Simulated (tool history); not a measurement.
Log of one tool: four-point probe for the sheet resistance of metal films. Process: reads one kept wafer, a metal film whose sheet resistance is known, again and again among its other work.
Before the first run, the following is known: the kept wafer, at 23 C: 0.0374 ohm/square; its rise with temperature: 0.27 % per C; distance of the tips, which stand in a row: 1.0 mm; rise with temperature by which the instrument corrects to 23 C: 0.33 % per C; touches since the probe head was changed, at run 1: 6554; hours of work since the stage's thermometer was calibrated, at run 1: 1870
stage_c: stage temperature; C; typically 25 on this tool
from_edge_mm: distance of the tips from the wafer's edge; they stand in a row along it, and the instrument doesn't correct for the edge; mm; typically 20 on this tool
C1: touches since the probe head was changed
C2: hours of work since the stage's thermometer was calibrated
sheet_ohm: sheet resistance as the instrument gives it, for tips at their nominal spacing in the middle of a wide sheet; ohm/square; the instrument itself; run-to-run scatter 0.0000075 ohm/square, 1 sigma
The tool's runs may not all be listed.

Run 1, day 0.000: usual settings; C1 6554; C2 1870. Result: sheet_ohm 0.037483 ohm/square.
Run 2, day 3.979: usual settings; C1 8794; C2 1932. Result: sheet_ohm 0.037493 ohm/square.
Run 3, day 7.983: usual settings; C1 11049; C2 1995. Result: sheet_ohm 0.037485 ohm/square.
Run 4, day 11.067: usual settings; C1 12784; C2 2043. Result: sheet_ohm 0.037504 ohm/square.
Run 5, day 16.683: usual settings; C1 15948; C2 2130. Result: sheet_ohm 0.037514 ohm/square.
Run 6, day 20.150: usual settings but stage_c 31 C; C1 17898; C2 2184. Result: sheet_ohm 0.037354 ohm/square.
Run 7, day 25.862: usual settings but stage_c 31 C; C1 21115; C2 2273. Result: sheet_ohm 0.037381 ohm/square.
Run 8, day 30.129: usual settings but stage_c 31 C; C1 23518; C2 2339. Result: sheet_ohm 0.037386 ohm/square.
Run 9, day 33.729: usual settings but stage_c 31 C; C1 25544; C2 2395. Result: sheet_ohm 0.037390 ohm/square.
Run 10, day 36.125: usual settings; C1 26892; C2 2433. Result: sheet_ohm 0.037527 ohm/square.
At day 36.546: stage's thermometer calibrated.
Run 11, day 40.304: usual settings; C1 29235; C2 59. Result: sheet_ohm 0.037483 ohm/square.
Run 12, day 44.396: usual settings but from_edge_mm 4 mm; C1 31537; C2 122. Result: sheet_ohm 0.038662 ohm/square.
Run 13, day 48.088: usual settings but from_edge_mm 4 mm; C1 33615; C2 180. Result: sheet_ohm 0.038697 ohm/square.
Run 14, day 50.846: usual settings but stage_c 21 C; C1 35169; C2 223. Result: sheet_ohm 0.037606 ohm/square.
Run 15, day 54.396: usual settings but stage_c 21 C; C1 37166; C2 278. Result: sheet_ohm 0.037607 ohm/square.
Run 16, day 58.917: usual settings but from_edge_mm 3 mm; C1 39712; C2 348. Result: sheet_ohm 0.039568 ohm/square.
At day 59.375: stage's thermometer calibrated, once more.
Run 17, day 63.525: usual settings but from_edge_mm 22 mm; C1 42296; C2 65. Result: sheet_ohm 0.037644 ohm/square.
Run 18, day 66.350: usual settings but stage_c 20 C, from_edge_mm 4 mm; C1 43887; C2 109. Result: sheet_ohm 0.038935 ohm/square.
Run 19, day 71.421: usual settings but from_edge_mm 3 mm; C1 46741; C2 187. Result: sheet_ohm 0.039700 ohm/square.
Run 20, day 75.933: usual settings but from_edge_mm 3 mm; C1 49282; C2 258. Result: sheet_ohm 0.039701 ohm/square.
Run 21, day 80.821: usual settings but stage_c 34 C, from_edge_mm 31 mm; C1 52032; C2 334. Result: sheet_ohm 0.037403 ohm/square.
Run 22, day 84.658: usual settings but stage_c 21 C, from_edge_mm 4 mm; C1 54192; C2 393. Result: sheet_ohm 0.038928 ohm/square.
Run 23, day 90.254: usual settings but stage_c 23 C, from_edge_mm 5 mm; C1 57343; C2 481. Result: sheet_ohm 0.038475 ohm/square.
Run 24, day 93.975: usual settings but stage_c 27 C, from_edge_mm 4 mm; C1 59439; C2 539. Result: sheet_ohm 0.038804 ohm/square.
Run 25, day 98.979: usual settings but stage_c 22 C, from_edge_mm 4 mm; C1 62257; C2 616. Result: sheet_ohm 0.038916 ohm/square.
Run 26, day 102.842: usual settings but stage_c 20 C, from_edge_mm 11 mm; C1 64430; C2 676. Result: sheet_ohm 0.037921 ohm/square.
Run 27, day 108.012: usual settings but stage_c 20 C, from_edge_mm 11 mm; C1 67342; C2 757. Result: sheet_ohm 0.037914 ohm/square.
Run 28, day 110.996: usual settings but stage_c 20 C, from_edge_mm 12 mm; C1 69022; C2 803. Result: sheet_ohm 0.037892 ohm/square.
Run 29, day 113.842: usual settings but stage_c 22 C, from_edge_mm 6 mm; C1 70623; C2 848. Result: sheet_ohm 0.038264 ohm/square.
Run 30, day 117.767: usual settings but from_edge_mm 4 mm; C1 72832; C2 909. Result: sheet_ohm 0.038862 ohm/square.
Run 31, day 122.308: usual settings but stage_c 24 C, from_edge_mm 48 mm; C1 75390; C2 979. Result: sheet_ohm 0.037688 ohm/square.

Expected results for the next run?
Run 32, day 125.092: usual settings but stage_c 28 C, from_edge_mm 41 mm; C1 76958; C2 1023. Result: sheet_ohm ?.

{"run 32": {"sheet_ohm": 0.037582}}
Had the tool carried no hidden state, the very same run would have given sheet_ohm 0.037285 ohm/square.
